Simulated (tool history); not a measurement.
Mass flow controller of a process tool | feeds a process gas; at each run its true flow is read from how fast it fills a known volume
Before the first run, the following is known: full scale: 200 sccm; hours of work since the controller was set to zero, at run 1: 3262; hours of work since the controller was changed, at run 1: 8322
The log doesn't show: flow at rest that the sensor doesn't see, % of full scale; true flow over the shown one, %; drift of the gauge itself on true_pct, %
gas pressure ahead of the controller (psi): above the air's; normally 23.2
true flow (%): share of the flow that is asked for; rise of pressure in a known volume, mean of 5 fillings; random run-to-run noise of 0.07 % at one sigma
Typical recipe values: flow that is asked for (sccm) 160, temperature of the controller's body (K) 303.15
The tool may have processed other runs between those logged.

run      day  flow that is asked for (sccm)  gas pressure ahead of the controller (psi)  temperature of the controller's body (K)  hours of work since the controller was set to zero  hours of work since the controller was changed  true flow (%)
  1    0.000                            160                                        23.2                                    303.15                                                3262                                            8322         100.94
  2    8.121                            160                                        23.2                                    303.15                                                3348                                            8408         100.88
  3   23.829                             41                                        23.2                                    303.15                                                3513                                            8573          98.48
  4   32.175                             41                                        23.2                                    303.15                                                3601                                            8661          98.25
  5   46.625                             41                                        23.2                                    303.15                                                3754                                            8814          98.34
      55.092  -- controller exchanged for a calibrated one
  6   62.592                             41                                        21.8                                    303.15                                                  79                                              79          98.34
  7   78.812                            160                                        23.2                                    303.15                                                 250                                             250          99.85
  8   95.783                             26                                        23.2                                    303.15                                                 429                                             429          97.86
  9  109.279                             26                                        23.2                                    303.15                                                 571                                             571          97.83
 10  120.654                            160                                        28.6                                    303.15                                                 691                                             691         100.01
 11  132.442                            160                                        23.2                                    303.15                                                 816                                             816          99.82
 12  149.517                            160                                        23.2                                    303.15                                                 996                                             996          99.85
 13  163.783                            160                                        37.6                                    303.15                                                1146                                            1146         100.16
 14  179.754                            160                                        37.6                                    303.15                                                1315                                            1315         100.22
 15  196.112                            160                                        37.6                                    303.15                                                1487                                            1487         100.20
 16  206.558                            160                                        36.3                                    303.15                                                1597                                            1597         100.18
 17  222.412                            160                                        36.3                                    303.15                                                1764                                            1764         100.26
     223.862  -- controller's zero set anew
 18  230.396                            160                                        23.2                                    303.15                                                  69                                            1848          99.76
 19  244.612                            107                                        23.2                                    303.15                                                 219                                            1998          99.14
 20  258.254                            104                                        23.2                                    298.15                                                 363                                            2142          99.16
     264.196  -- controller's zero set anew, once more
 21  268.738                            160                                        23.9                                    303.15                                                  48                                            2253         100.27
 22  279.421                             58                                        23.2                                    303.15                                                 161                                            2365          99.18
 23  290.296                            194                                        23.8                                    303.15                                                 275                                            2480         100.64
 24  301.225                             58                                        38.7                                    303.15                                                 390                                            2595          99.62
 25  317.571                             58                                        38.7                                    303.15                                                 563                                            2767          99.52
 26  330.783                             58                                        24.9                                    303.15                                                 702                                            2907          99.06
 27  347.058                             64                                        26.3                                    303.15                                                 874                                            3078          99.27
 28  361.400                             64                                        26.3                                    303.15                                                1025                                            3230          99.37
 29  377.088                            160                                        22.2                                    303.15                                                1190                                            3395         100.33
 30  393.392                            160                                        22.2                                    303.15                                                1362                                            3567         100.33
 31  411.250                             98                                        24.1                                    299.15                                                1551                                            3755          99.75
 32  425.338                            160                                        20.3                                    303.15                                                1699                                            3904         100.50
 33  442.433                            160                                        20.3                                    303.15                                                1880                                            4084         100.53
 34  455.592                             73                                        20.6                                    311.15                                                2018                                            4223          99.18
 35  468.925                            160                                        30.5                                    298.15                                                2159                                            4364         100.81
 36  478.142                            160                                        23.2                                    306.15                                                2256                                            4461         100.51
 37  492.533                             29                                        35.4                                    306.15                                                2408                                            4613          98.15

Here are 4 independent what-if runs from the current tool condition. What would each one return?
  A  510.046                            180                                        23.2                                    306.15                                                2593                                            4797              ?
  B  510.046                             92                                        39.6                                    308.15                                                2593                                            4797              ?
  C  510.046                             29                                        35.4                                    303.15                                                2593                                            4797              ?
  D  510.046                             67                                        36.5                                    306.15                                                2593                                            4797              ?

run  true flow (%)
  A         100.70
  B          99.92
  C          98.18
  D          99.42
What these runs would have given with no unlogged condition in the tool:
run  true flow (%)
  A          99.43
  B          98.88
  C          98.15
  D          98.56

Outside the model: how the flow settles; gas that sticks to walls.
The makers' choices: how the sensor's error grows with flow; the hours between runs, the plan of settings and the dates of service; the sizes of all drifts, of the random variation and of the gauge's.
